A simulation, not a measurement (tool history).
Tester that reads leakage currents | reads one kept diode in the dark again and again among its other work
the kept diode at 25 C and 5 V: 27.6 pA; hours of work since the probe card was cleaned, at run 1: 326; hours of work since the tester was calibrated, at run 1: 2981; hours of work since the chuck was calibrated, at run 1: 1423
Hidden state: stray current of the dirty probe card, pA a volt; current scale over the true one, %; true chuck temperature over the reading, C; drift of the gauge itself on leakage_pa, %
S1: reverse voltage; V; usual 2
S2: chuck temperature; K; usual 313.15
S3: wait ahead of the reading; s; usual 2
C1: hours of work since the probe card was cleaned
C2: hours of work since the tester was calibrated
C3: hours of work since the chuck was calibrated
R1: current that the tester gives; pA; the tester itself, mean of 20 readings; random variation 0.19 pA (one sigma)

{"run": 1, "hour": 0.0, "S1": 2, "S2": 313.15, "S3": 2, "C1": 326, "C2": 2981, "C3": 1423, "R1": 52.86}
{"run": 2, "hour": 133.9, "S1": 1.76, "S2": 313.15, "S3": 2, "C1": 410, "C2": 3065, "C3": 1506, "R1": 49.55}
{"run": 3, "hour": 263.9, "S1": 1.76, "S2": 313.15, "S3": 2, "C1": 491, "C2": 3146, "C3": 1588, "R1": 49.31}
{"hour": 298.9, "done": "chuck's temperature calibrated"}
{"run": 4, "hour": 432.5, "S1": 1.76, "S2": 313.15, "S3": 2, "C1": 596, "C2": 3250, "C3": 84, "R1": 59.1}
{"run": 5, "hour": 590.1, "S1": 1.76, "S2": 313.15, "S3": 2, "C1": 694, "C2": 3349, "C3": 182, "R1": 58.47}
{"hour": 704.9, "done": "tester calibrated"}
{"run": 6, "hour": 712.5, "S1": 1.76, "S2": 313.15, "S3": 2, "C1": 769, "C2": 5, "C3": 257, "R1": 57.4}
{"run": 7, "hour": 780.6, "S1": 1.76, "S2": 313.15, "S3": 2, "C1": 812, "C2": 47, "C3": 300, "R1": 57.4}
{"run": 8, "hour": 930.3, "S1": 2, "S2": 306.15, "S3": 2, "C1": 906, "C2": 141, "C3": 394, "R1": 35.98}
{"run": 9, "hour": 1049.0, "S1": 2, "S2": 306.15, "S3": 2, "C1": 980, "C2": 215, "C3": 468, "R1": 35.78}
{"run": 10, "hour": 1122.6, "S1": 2, "S2": 306.15, "S3": 2, "C1": 1026, "C2": 261, "C3": 514, "R1": 35.41}
{"run": 11, "hour": 1245.6, "S1": 2, "S2": 313.15, "S3": 2, "C1": 1103, "C2": 338, "C3": 591, "R1": 58.95}
{"run": 12, "hour": 1329.5, "S1": 2, "S2": 313.15, "S3": 2, "C1": 1155, "C2": 391, "C3": 643, "R1": 58.95}
{"run": 13, "hour": 1484.2, "S1": 2, "S2": 313.15, "S3": 2, "C1": 1252, "C2": 487, "C3": 740, "R1": 57.94}
{"run": 14, "hour": 1623.8, "S1": 2, "S2": 313.15, "S3": 2, "C1": 1339, "C2": 575, "C3": 827, "R1": 57.67}
{"run": 15, "hour": 1721.4, "S1": 2, "S2": 313.15, "S3": 2, "C1": 1400, "C2": 636, "C3": 888, "R1": 57.67}
{"run": 16, "hour": 1835.5, "S1": 2, "S2": 313.15, "S3": 2, "C1": 1472, "C2": 707, "C3": 960, "R1": 56.99}
{"run": 17, "hour": 1942.4, "S1": 2, "S2": 313.15, "S3": 2, "C1": 1538, "C2": 774, "C3": 1026, "R1": 56.74}
{"run": 18, "hour": 2097.5, "S1": 2, "S2": 313.15, "S3": 2, "C1": 1635, "C2": 871, "C3": 1123, "R1": 55.95}
{"run": 19, "hour": 2208.7, "S1": 2, "S2": 322.15, "S3": 2, "C1": 1705, "C2": 940, "C3": 1193, "R1": 105.2}
{"run": 20, "hour": 2347.4, "S1": 2, "S2": 322.15, "S3": 2, "C1": 1792, "C2": 1027, "C3": 1280, "R1": 103.68}
{"run": 21, "hour": 2443.8, "S1": 2, "S2": 322.15, "S3": 2, "C1": 1852, "C2": 1087, "C3": 1340, "R1": 102.84}
{"run": 22, "hour": 2522.7, "S1": 2, "S2": 322.15, "S3": 2, "C1": 1901, "C2": 1137, "C3": 1389, "R1": 102.22}
{"run": 23, "hour": 2658.8, "S1": 2, "S2": 322.15, "S3": 2, "C1": 1986, "C2": 1222, "C3": 1474, "R1": 101.85}
{"run": 24, "hour": 2728.1, "S1": 4.71, "S2": 309.15, "S3": 2, "C1": 2030, "C2": 1265, "C3": 1518, "R1": 59.52}
{"run": 25, "hour": 2856.0, "S1": 8.16, "S2": 305.15, "S3": 4.82, "C1": 2110, "C2": 1345, "C3": 1598, "R1": 57.73}
{"hour": 2873.7, "done": "chuck's temperature calibrated"}
{"run": 26, "hour": 2954.9, "S1": 17.54, "S2": 300.15, "S3": 2, "C1": 2170, "C2": 1406, "C3": 51, "R1": 73.76}
{"run": 27, "hour": 3118.0, "S1": 17.54, "S2": 300.15, "S3": 2, "C1": 2272, "C2": 1508, "C3": 153, "R1": 74.44}
{"run": 28, "hour": 3243.4, "S1": 2, "S2": 295.15, "S3": 2, "C1": 2351, "C2": 1586, "C3": 231, "R1": 17.38}
{"run": 29, "hour": 3320.3, "S1": 2, "S2": 295.15, "S3": 2, "C1": 2399, "C2": 1634, "C3": 279, "R1": 17.32}
{"run": 30, "hour": 3467.9, "S1": 1.53, "S2": 321.15, "S3": 0.44, "C1": 2491, "C2": 1726, "C3": 372, "R1": 96.19}
{"run": 31, "hour": 3633.5, "S1": 1.61, "S2": 300.15, "S3": 1.7, "C1": 2595, "C2": 1830, "C3": 475, "R1": 22.11}
{"run": 32, "hour": 3742.0, "S1": 1.61, "S2": 300.15, "S3": 1.7, "C1": 2662, "C2": 1898, "C3": 543, "R1": 21.88}
{"run": 33, "hour": 3819.1, "S1": 1.61, "S2": 300.15, "S3": 1.7, "C1": 2711, "C2": 1946, "C3": 591, "R1": 21.94}

Run 34 comes next. What will it give?
{"run": 34, "hour": 3931.9, "S1": 1.4, "S2": 325.15, "S3": 3.04, "C1": 2781, "C2": 2017, "C3": 662, "R1": "?"}

R1: 117.48 pA
Without the tool's hidden state the same run would have given R1 122.02 pA.

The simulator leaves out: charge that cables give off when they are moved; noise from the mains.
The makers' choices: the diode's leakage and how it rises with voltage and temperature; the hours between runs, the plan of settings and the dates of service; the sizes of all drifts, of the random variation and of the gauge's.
